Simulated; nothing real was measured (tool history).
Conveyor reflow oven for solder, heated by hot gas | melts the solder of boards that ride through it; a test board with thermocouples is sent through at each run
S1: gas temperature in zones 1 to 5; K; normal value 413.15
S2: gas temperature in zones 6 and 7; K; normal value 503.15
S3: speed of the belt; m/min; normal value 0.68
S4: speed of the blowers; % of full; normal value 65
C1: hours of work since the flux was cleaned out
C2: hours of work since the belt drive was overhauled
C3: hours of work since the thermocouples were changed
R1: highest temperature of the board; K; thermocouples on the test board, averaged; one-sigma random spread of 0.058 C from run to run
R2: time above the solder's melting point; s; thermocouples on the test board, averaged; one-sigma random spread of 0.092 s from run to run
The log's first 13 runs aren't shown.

{"run": 14, "hour": 361.3, "S1": 413.15, "S2": 503.15, "S3": 0.68, "S4": 65, "C1": 191, "C2": 311, "C3": 443, "R1": 485.73, "R2": 37.47}
{"run": 15, "hour": 379.5, "S1": 413.15, "S2": 503.15, "S3": 0.68, "S4": 65, "C1": 201, "C2": 321, "C3": 453, "R1": 485.75, "R2": 37.5}
{"run": 16, "hour": 396.1, "S1": 413.15, "S2": 495.15, "S3": 0.66, "S4": 56, "C1": 210, "C2": 330, "C3": 462, "R1": 477.14, "R2": 32}
{"run": 17, "hour": 426.0, "S1": 417.15, "S2": 501.15, "S3": 0.66, "S4": 61, "C1": 227, "C2": 346, "C3": 478, "R1": 484.58, "R2": 38.95}
{"run": 18, "hour": 450.3, "S1": 417.15, "S2": 501.15, "S3": 0.66, "S4": 61, "C1": 240, "C2": 360, "C3": 491, "R1": 484.39, "R2": 38.85}
{"run": 19, "hour": 485.6, "S1": 420.15, "S2": 492.15, "S3": 0.66, "S4": 62, "C1": 259, "C2": 379, "C3": 511, "R1": 477.62, "R2": 35.11}
{"run": 20, "hour": 503.0, "S1": 420.15, "S2": 492.15, "S3": 0.66, "S4": 62, "C1": 268, "C2": 388, "C3": 520, "R1": 477.55, "R2": 35.01}
{"run": 21, "hour": 519.3, "S1": 420.15, "S2": 492.15, "S3": 0.66, "S4": 62, "C1": 277, "C2": 397, "C3": 529, "R1": 477.49, "R2": 35.12}
{"hour": 526.7, "done": "belt drive overhauled, speed set with a stopwatch"}
{"run": 22, "hour": 556.8, "S1": 420.15, "S2": 492.15, "S3": 0.66, "S4": 62, "C1": 295, "C2": 16, "C3": 547, "R1": 477.62, "R2": 35.19}
{"hour": 582.3, "done": "flux residue cleaned out of gas plates and filters"}
{"run": 23, "hour": 589.8, "S1": 409.15, "S2": 494.15, "S3": 0.817, "S4": 78, "C1": 4, "C2": 32, "C3": 562, "R1": 475.63, "R2": 24.21}
{"run": 24, "hour": 611.5, "S1": 406.15, "S2": 504.15, "S3": 0.579, "S4": 62, "C1": 16, "C2": 43, "C3": 574, "R1": 489.91, "R2": 46.2}
{"run": 25, "hour": 632.8, "S1": 402.15, "S2": 516.15, "S3": 0.635, "S4": 58, "C1": 27, "C2": 55, "C3": 586, "R1": 495.63, "R2": 43.71}
{"run": 26, "hour": 653.4, "S1": 400.15, "S2": 504.15, "S3": 0.635, "S4": 62, "C1": 39, "C2": 66, "C3": 597, "R1": 486.02, "R2": 37.6}
{"run": 27, "hour": 685.9, "S1": 400.15, "S2": 504.15, "S3": 0.635, "S4": 62, "C1": 56, "C2": 84, "C3": 615, "R1": 485.9, "R2": 37.78}
{"hour": 705.3, "done": "belt drive overhauled, speed set with a stopwatch, once more"}
{"run": 28, "hour": 705.9, "S1": 400.15, "S2": 504.15, "S3": 0.635, "S4": 62, "C1": 65, "C2": 0, "C3": 623, "R1": 485.41, "R2": 36.74}
{"run": 29, "hour": 735.7, "S1": 413.15, "S2": 503.15, "S3": 0.676, "S4": 65, "C1": 81, "C2": 16, "C3": 639, "R1": 485.8, "R2": 37.61}
{"run": 30, "hour": 760.0, "S1": 413.15, "S2": 509.15, "S3": 0.676, "S4": 65, "C1": 94, "C2": 30, "C3": 653, "R1": 490.87, "R2": 40.48}

What if the next run were any one of these 4? Each begins from the tool's condition after run 30:
{"run": "A", "hour": 775.3, "S1": 413.15, "S2": 494.15, "S3": 0.68, "S4": 71, "C1": 103, "C2": 38, "C3": 661, "R1": "?", "R2": "?"}
{"run": "B", "hour": 775.3, "S1": 413.15, "S2": 503.15, "S3": 0.783, "S4": 65, "C1": 103, "C2": 38, "C3": 661, "R1": "?", "R2": "?"}
{"run": "C", "hour": 775.3, "S1": 413.15, "S2": 503.15, "S3": 0.648, "S4": 65, "C1": 103, "C2": 38, "C3": 661, "R1": "?", "R2": "?"}
{"run": "D", "hour": 775.3, "S1": 413.15, "S2": 509.15, "S3": 0.676, "S4": 65, "C1": 103, "C2": 38, "C3": 661, "R1": "?", "R2": "?"}

run=A R1=479.25 R2=33.48
run=B R1=480.92 R2=28.79
run=C R1=487 R2=40.4
run=D R1=490.83 R2=40.46
Without the tool's unlogged condition, the same runs would have read:
run=A R1=480.38 R2=34.37
run=B R1=482.11 R2=29.6
run=C R1=488.13 R2=41.1
run=D R1=492 R2=41.08

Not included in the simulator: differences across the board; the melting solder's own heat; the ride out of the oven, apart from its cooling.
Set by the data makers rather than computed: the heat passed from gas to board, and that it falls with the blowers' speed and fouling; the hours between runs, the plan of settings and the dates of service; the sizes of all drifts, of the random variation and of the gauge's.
